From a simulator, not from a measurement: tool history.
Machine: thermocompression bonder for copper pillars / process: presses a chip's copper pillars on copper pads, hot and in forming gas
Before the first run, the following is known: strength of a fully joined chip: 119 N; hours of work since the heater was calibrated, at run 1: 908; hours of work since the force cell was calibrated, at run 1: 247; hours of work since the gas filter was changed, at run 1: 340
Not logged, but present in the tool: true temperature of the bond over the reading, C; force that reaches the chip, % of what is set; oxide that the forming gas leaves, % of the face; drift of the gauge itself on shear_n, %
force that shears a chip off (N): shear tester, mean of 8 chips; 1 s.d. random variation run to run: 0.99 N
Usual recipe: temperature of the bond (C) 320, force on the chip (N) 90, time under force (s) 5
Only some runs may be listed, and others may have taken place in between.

run   hour  temperature of the bond (C)  force on the chip (N)  time under force (s)  hours of work since the heater was calibrated  hours of work since the force cell was calibrated  hours of work since the gas filter was changed  force that shears a chip off (N)
  1    0.0                          320                     90                     5                                            908                                                247                                             340                              72.4
      16.0  -- heater calibrated with a thermocouple chip
  2   16.2                          320                    135                     5                                              0                                                257                                             350                              90.8
  3   28.6                          320                    135                     5                                              9                                                266                                             359                              91.3
  4   35.7                          299                     90                     5                                             14                                                272                                             365                              60.7
      42.5  -- forming gas filter changed
  5   44.2                          320                     90                     6                                             20                                                278                                               1                              81.7
      55.0  -- heater calibrated with a thermocouple chip, once more
  6   60.2                          320                     90                     6                                              4                                                288                                              12                              89.5
  7   71.9                          320                     90                     6                                             12                                                296                                              20                              86.2
  8   79.0                          320                     90                     6                                             18                                                302                                              25                              86.8
  9   92.1                          320                     90                     5                                             27                                                311                                              35                              82.1
 10   99.8                          320                     90                     5                                             33                                                317                                              41                              83.9
 11  108.3                          320                     90                     5                                             39                                                323                                              47                              82.5
 12  116.3                          320                     90                     5                                             45                                                329                                              53                              82.9
 13  130.5                          343                     90                     5                                             55                                                339                                              63                              92.5
 14  142.4                          320                    122                     3                                             64                                                348                                              72                              89.0
 15  150.9                          320                    122                     3                                             71                                                354                                              78                              89.3
 16  167.0                          348                     98                     6                                             82                                                366                                              90                             100.6
 17  178.1                          321                     73                     6                                             90                                                374                                              98                              74.7
 18  192.2                          331                     73                    12                                            101                                                385                                             109                              91.1
 19  202.3                          320                     78                     5                                            108                                                392                                             116                              72.1
 20  214.4                          343                     69                     3                                            117                                                401                                             125                              63.0
 21  224.6                          334                     60                     5                                            125                                                409                                             132                              63.0
 22  241.1                          334                     94                     3                                            137                                                421                                             145                              78.4
 23  247.9                          334                     94                     3                                            142                                                426                                             150                              79.1
 24  256.5                          334                     94                     3                                            148                                                432                                             156                              77.6
 25  272.8                          324                    124                     5                                            160                                                444                                             168                              98.3
 26  284.5                          324                    124                    11                                            169                                                453                                             176                             105.7

3 options for the next run, each taken on its own from the tool as it stands now. Forecast them:
  A  299.2                          296                    124                     4                                            180                                                463                                             187                                 ?
  B  299.2                          328                     90                     5                                            180                                                463                                             187                                 ?
  C  299.2                          328                    107                     5                                            180                                                463                                             187                                 ?

run  force that shears a chip off (N)
  A                              82.1
  B                              83.3
  C                              91.4
Without the tool's hidden state the same runs would have given:
run  force that shears a chip off (N)
  A                              88.1
  B                              89.3
  C                              97.6
